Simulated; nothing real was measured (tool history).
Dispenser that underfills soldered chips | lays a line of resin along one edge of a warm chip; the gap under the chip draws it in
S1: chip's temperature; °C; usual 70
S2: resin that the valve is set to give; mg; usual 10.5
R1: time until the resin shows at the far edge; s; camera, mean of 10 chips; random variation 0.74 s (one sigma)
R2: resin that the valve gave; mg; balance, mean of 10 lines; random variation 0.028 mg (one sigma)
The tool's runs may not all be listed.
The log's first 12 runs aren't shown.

{"day": 2.938, "done": "new syringe of resin"}
{"run": 13, "day": 3.05, "S1": 70, "S2": 10.5, "R1": 77.4, "R2": 10.36}
{"run": 14, "day": 3.267, "S1": 70, "S2": 10.5, "R1": 90.5, "R2": 10.31}
{"run": 15, "day": 3.488, "S1": 70, "S2": 10.5, "R1": 103.4, "R2": 10.21}
{"day": 3.696, "done": "new syringe of resin"}
{"run": 16, "day": 3.8, "S1": 70, "S2": 10.5, "R1": 79.4, "R2": 10.19}
{"run": 17, "day": 3.95, "S1": 70, "S2": 10.5, "R1": 88.4, "R2": 10.19}
{"run": 18, "day": 4.133, "S1": 70, "S2": 10.5, "R1": 99.0, "R2": 10.11}
{"run": 19, "day": 4.388, "S1": 70, "S2": 10.5, "R1": 113.7, "R2": 10.16}
{"day": 4.462, "done": "new syringe of resin"}
{"run": 20, "day": 4.546, "S1": 59, "S2": 12.5, "R1": 145.3, "R2": 12.1}
{"run": 21, "day": 4.858, "S1": 71, "S2": 10.9, "R1": 88.2, "R2": 10.52}
{"run": 22, "day": 5.029, "S1": 82, "S2": 10.3, "R1": 54.5, "R2": 9.91}
{"day": 5.158, "done": "dispensing valve cleaned and set on the balance"}
{"day": 5.267, "done": "new syringe of resin"}
{"run": 23, "day": 5.321, "S1": 77, "S2": 13.5, "R1": 50.9, "R2": 13.57}
{"run": 24, "day": 5.579, "S1": 70, "S2": 9.5, "R1": 92.6, "R2": 9.49}
{"run": 25, "day": 5.862, "S1": 70, "S2": 9.5, "R1": 107.9, "R2": 9.46}
{"day": 6.021, "done": "new syringe of resin"}
{"run": 26, "day": 6.104, "S1": 70, "S2": 11.1, "R1": 77.6, "R2": 11.0}
{"run": 27, "day": 6.388, "S1": 70, "S2": 11.1, "R1": 93.0, "R2": 11.01}
{"run": 28, "day": 6.646, "S1": 70, "S2": 11.4, "R1": 107.3, "R2": 11.26}
{"day": 6.8, "done": "new syringe of resin"}
{"run": 29, "day": 6.875, "S1": 70, "S2": 11.4, "R1": 77.0, "R2": 11.24}
{"run": 30, "day": 7.075, "S1": 70, "S2": 11.4, "R1": 88.1, "R2": 11.22}
{"run": 31, "day": 7.425, "S1": 70, "S2": 11.4, "R1": 109.8, "R2": 11.19}
{"day": 7.554, "done": "new syringe of resin"}
{"run": 32, "day": 7.583, "S1": 66, "S2": 9.0, "R1": 106.9, "R2": 8.81}
{"run": 33, "day": 7.892, "S1": 81, "S2": 10.2, "R1": 53.2, "R2": 9.98}
{"run": 34, "day": 8.217, "S1": 81, "S2": 10.2, "R1": 65.5, "R2": 9.9}

Forecast run 35:
{"day": 8.329, "done": "new syringe of resin"}
{"run": 35, "day": 8.546, "S1": 81, "S2": 10.2, "R1": "?", "R2": "?"}

{"run 35": {"R1": 48.0, "R2": 9.86}}
Without the tool's hidden state the same run would have given R1 37.4 s, R2 10.17 mg.
